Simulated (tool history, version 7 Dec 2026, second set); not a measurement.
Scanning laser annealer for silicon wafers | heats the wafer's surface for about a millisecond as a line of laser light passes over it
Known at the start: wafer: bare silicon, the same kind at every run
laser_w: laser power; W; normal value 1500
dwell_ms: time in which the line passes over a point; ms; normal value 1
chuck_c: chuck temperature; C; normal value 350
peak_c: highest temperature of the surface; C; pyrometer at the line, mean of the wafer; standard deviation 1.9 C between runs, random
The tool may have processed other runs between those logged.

run,hour,laser_w,dwell_ms,chuck_c,peak_c
1,0,1500,1,350,1142
2,24.7,1500,1,350,1144
3,55.6,1500,1,350,1141
4,78.7,1500,1,350,1137
5,100.2,1500,1,350,1136
6,139.6,1500,1,350,1134
7,166.4,1500,1,350,1134
8,196.5,1500,1,350,1133
9,227.8,1500,1,350,1135
10,262.9,1500,1,350,1134
11,301.4,1500,1,350,1134
12,330.8,1500,0.98,350,1128
13,352.3,1500,1,350,1132
14,378.8,1374,1,350,1047
15,415.7,1374,1,350,1043
16,456.6,1374,1,350,1044
17,488.4,1500,1,350,1129
18,511.6,1500,1,350,1123
19,547.4,1500,1,371,1145
20,572.6,1634,1,350,1217
21,618.7,1634,1,350,1214
22,644.2,1581,0.73,350,1104
23,692.5,1500,0.88,325,1092
24,739.8,1565,1,350,1204
25,773.3,1565,1,350,1202
26,816.8,1500,1,376,1183
27,850.8,1500,1,376,1184
28,897.3,1500,1,351,1155
29,942.3,1500,1,351,1155
30,968.5,1473,1.13,315,1141
31,1007.3,1323,0.8,315,928
32,1047.1,1488,1,346,1135
33,1073.7,1522,1,322,1136
34,1103.4,1375,0.7,317,923
35,1150.8,1375,0.7,317,920
36,1182.3,1524,1,350,1160
37,1231.5,1524,1,350,1179
38,1256.5,1500,0.89,387,1158
39,1283.2,1435,0.73,376,1039
40,1332.6,1599,0.94,336,1191
41,1358.3,1369,1.17,336,1102
42,1396.3,1369,1.17,336,1104

Between the runs listed above, the log contained 2 entries, not reproduced here. Where in the sequence does each belong, and how does what the log doesn't record of the tool's condition differ from the listed run before to the listed run after?
Runs 21 to 22: window over the wafer cleaned (hour 642)
  light that passes the window, % of a clean one's: 96.03 -> 99.94; width of the line over the set one, %: 2.09 -> 2.13
  difference, measured minus the result without the unlogged condition, peak_c: -56 -> -9 C
Runs 36 to 37: optics aligned, line set to its width (hour 1230.1)
  light that passes the window, % of a clean one's: 98.54 -> 98.43; laser's true power over the reading, %: 0.72 -> 0.74; width of the line over the set one, %: 2.95 -> 0.08
  difference, measured minus the result without the unlogged condition, peak_c: -29 -> -10 C
